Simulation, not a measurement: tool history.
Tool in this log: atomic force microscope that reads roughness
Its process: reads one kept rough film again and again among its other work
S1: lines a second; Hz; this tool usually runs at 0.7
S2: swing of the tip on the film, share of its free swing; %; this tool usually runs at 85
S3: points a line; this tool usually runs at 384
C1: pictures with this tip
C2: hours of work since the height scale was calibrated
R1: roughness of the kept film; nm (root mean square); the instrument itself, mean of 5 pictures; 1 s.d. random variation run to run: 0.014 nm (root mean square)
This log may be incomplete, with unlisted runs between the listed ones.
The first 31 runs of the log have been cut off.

| run | hour | S1 | S2 | S3 | C1 | C2 | R1 |
|---|---|---|---|---|---|---|---|
| 32 | 387.7 | 2.856 | 65 | 967 | 84 | 269 | 3.001 |
| 33 | 400.9 | 2.856 | 65 | 967 | 99 | 278 | 2.952 |
| 34 | 409 | 2.856 | 65 | 967 | 107 | 284 | 2.938 |
|  | 411.7 | height scale calibrated on a step standard |
| 35 | 422.6 | 2.856 | 65 | 967 | 121 | 7 | 2.873 |
| 36 | 437.5 | 0.7 | 57 | 384 | 138 | 17 | 3.092 |
| 37 | 454.8 | 0.7 | 57 | 384 | 157 | 29 | 3.044 |
| 38 | 464.8 | 0.7 | 57 | 384 | 167 | 36 | 3.011 |
| 39 | 478.4 | 3.493 | 68 | 521 | 182 | 45 | 2.611 |
|  | 483.7 | new tip fitted |
| 40 | 494.9 | 3.493 | 68 | 521 | 12 | 56 | 3.055 |
|  | 499.4 | height scale calibrated on a step standard, once more |
| 41 | 512.7 | 0.7 | 72 | 281 | 30 | 9 | 3.375 |
| 42 | 523.7 | 0.7 | 72 | 281 | 42 | 17 | 3.323 |
| 43 | 533.2 | 0.554 | 64 | 411 | 53 | 23 | 3.404 |
| 44 | 550.9 | 3.872 | 85 | 353 | 72 | 35 | 2.378 |
| 45 | 561.2 | 3.872 | 85 | 353 | 83 | 42 | 2.34 |
| 46 | 578.6 | 2.125 | 65 | 353 | 102 | 54 | 3.061 |
| 47 | 588.1 | 2.125 | 65 | 906 | 113 | 60 | 2.996 |
| 48 | 597.6 | 3.097 | 81 | 616 | 123 | 67 | 2.513 |
| 49 | 607.5 | 2.914 | 66 | 296 | 134 | 73 | 2.86 |

Here are 3 independent what-if runs from the current tool condition. What would each one return?
| A | 618.1 | 2.914 | 66 | 272 | 146 | 81 | ? |
| B | 618.1 | 2.914 | 81 | 452 | 146 | 81 | ? |
| C | 618.1 | 0.59 | 64 | 739 | 146 | 81 | ? |

| run | R1 |
|---|---|
| A | 2.804 |
| B | 2.489 |
| C | 3.085 |
With the hidden condition removed and each run's random variation left untouched, the same runs would have given:
| run | R1 |
|---|---|
| A | 3.233 |
| B | 2.871 |
| C | 3.558 |

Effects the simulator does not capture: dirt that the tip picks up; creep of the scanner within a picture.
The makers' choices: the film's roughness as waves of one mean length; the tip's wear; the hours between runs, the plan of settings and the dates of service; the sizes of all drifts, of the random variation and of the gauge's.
